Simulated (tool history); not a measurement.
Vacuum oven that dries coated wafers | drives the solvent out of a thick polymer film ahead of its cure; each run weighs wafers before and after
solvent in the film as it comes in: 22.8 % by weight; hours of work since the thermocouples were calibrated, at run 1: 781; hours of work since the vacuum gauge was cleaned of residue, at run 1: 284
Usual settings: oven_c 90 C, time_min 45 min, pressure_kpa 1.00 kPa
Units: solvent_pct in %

run	hour	oven_c	time_min	pressure_kpa	hours of work since the thermocouples were calibrated	hours of work since the vacuum gauge was cleaned of residue	solvent_pct
1	0.0	90	45	1.00	781	284	2.27
2	90.5	90	43	1.00	824	327	2.48
3	166.3	90	43	1.00	860	363	2.45
4	226.5	90	43	1.00	889	392	2.30
5	286.1	90	45	1.00	918	420	2.20
6	371.3	90	45	1.00	958	461	2.37
7	414.0	90	45	1.00	979	481	2.31
8	477.4	90	45	1.00	1009	512	2.24
9	540.0	90	45	1.00	1039	541	2.27
10	600.5	90	45	1.00	1068	570	2.32
11	693.5	90	45	1.00	1112	615	2.23
12	749.1	90	45	1.00	1139	641	2.21
13	836.4	90	45	1.00	1180	683	2.18
14	928.3	90	45	1.00	1224	727	2.20
15	999.2	90	69	3.36	1258	761	2.72
16	1050.2	90	69	3.36	1282	785	2.77
17	1134.3	83	26	1.05	1323	825	7.05
18	1207.5	94	23	2.46	1357	860	5.57
19	1272.7	82	45	0.86	1389	891	3.94
# hour 1336.2: oven's thermocouples calibrated
20	1350.2	82	45	0.86	7	927	3.80
21	1419.7	96	70	1.30	40	960	0.92
22	1484.7	96	70	1.30	71	991	0.94
23	1529.6	91	70	3.85	92	1013	2.77
24	1573.4	95	78	3.24	113	1034	1.89
25	1613.6	90	45	3.80	132	1053	3.96
26	1674.5	90	45	0.50	161	1082	1.88

Forecast each of these 3 alternatives for the next run:
A	1750.9	90	45	4.00	198	1119	?
B	1750.9	91	45	0.50	198	1119	?
C	1750.9	91	36	0.69	198	1119	?

run	solvent_pct
A	4.24
B	1.76
C	2.82
Without the tool's hidden state the same runs would have given:
run	solvent_pct
A	4.23
B	1.75
C	2.81
